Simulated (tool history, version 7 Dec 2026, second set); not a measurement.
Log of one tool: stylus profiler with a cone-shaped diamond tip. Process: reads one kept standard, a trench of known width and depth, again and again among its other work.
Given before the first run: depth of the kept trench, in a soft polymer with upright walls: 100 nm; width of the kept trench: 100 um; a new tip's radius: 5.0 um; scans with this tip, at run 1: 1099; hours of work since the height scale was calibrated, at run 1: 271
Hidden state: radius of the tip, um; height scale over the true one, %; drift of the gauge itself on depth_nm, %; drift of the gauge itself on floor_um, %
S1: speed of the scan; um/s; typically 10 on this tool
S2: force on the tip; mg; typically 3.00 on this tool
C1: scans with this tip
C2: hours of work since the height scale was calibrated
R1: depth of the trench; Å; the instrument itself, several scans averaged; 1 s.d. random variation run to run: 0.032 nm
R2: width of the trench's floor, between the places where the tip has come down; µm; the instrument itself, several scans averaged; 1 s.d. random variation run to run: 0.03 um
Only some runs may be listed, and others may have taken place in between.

run   hour  S1    S2    C1   C2      R1     R2
  1    0.0  10  3.00  1099  271  1012.4  97.92
  2   16.4  10  1.02  1147  283  1006.0  97.89
  3   45.5  15  3.00  1233  304  1012.8  97.88
  4   79.3  15  3.00  1333  328  1013.0  97.92
  5  104.5  15  3.00  1407  347  1012.5  97.87
  6  135.0  10  3.00  1497  369  1012.6  97.89
  7  174.2  10  3.00  1612  397  1013.1  97.91
  8  204.3  10  3.00  1701  419  1013.4  97.89
  9  227.4  10  3.00  1769  436  1012.6  97.88
 10  258.2  10  3.00  1860  458  1012.6  97.86
 11  287.7   2  3.00  1947  480  1013.1  97.94
 12  315.9   2  3.00  2030  500  1012.9  97.96
 13  347.2   2  3.00  2123  523  1013.2  97.91
 14  373.8   2  3.00  2201  542  1013.4  97.85
 15  409.2   6  1.63  2305  568  1009.9  97.88
 16  444.5   4  3.24  2410  594  1013.5  97.82
 17  466.5  25  1.61  2474  610  1009.5  97.78
 18  494.1  25  1.61  2556  630  1009.7  97.81
 19  510.5  11  5.32  2604  642  1019.2  97.84
 20  532.4   3  1.79  2669  658  1010.3  97.80
 21  568.8   2  6.87  2776  684  1022.5  97.82
 22  606.9  32  4.30  2889  712  1016.5  97.75
 23  628.1   8  3.08  2951  727  1014.1  97.80
 24  657.3   8  3.08  3037  748  1014.6  97.84
 25  676.1   5  4.62  3093  762  1018.4  97.84
 26  713.1   5  4.62  3202  789  1018.4  97.79
 27  735.2   4  3.48  3267  805  1015.0  97.82
 28  757.6   7  2.54  3333  821  1013.2  97.78

Consider 4 possible next runs. They are alternatives, not a sequence: every one starts from the tool as it was left by run 28. What does each give?
  A  780.2  10  3.84  3400  838   ?   ?
  B  780.2   4  5.51  3400  838   ?   ?
  C  780.2  13  2.54  3400  838   ?   ?
  D  780.2   3  3.17  3400  838   ?   ?

run      R1     R2
  A  1017.0  97.84
  B  1020.2  97.77
  C  1013.1  97.83
  D  1015.5  97.78
Stripped of hidden state, with their random variation kept, the same runs would have yielded:
run      R1     R2
  A  1013.9  98.03
  B  1017.2  97.96
  C  1010.1  98.02
  D  1012.5  97.97
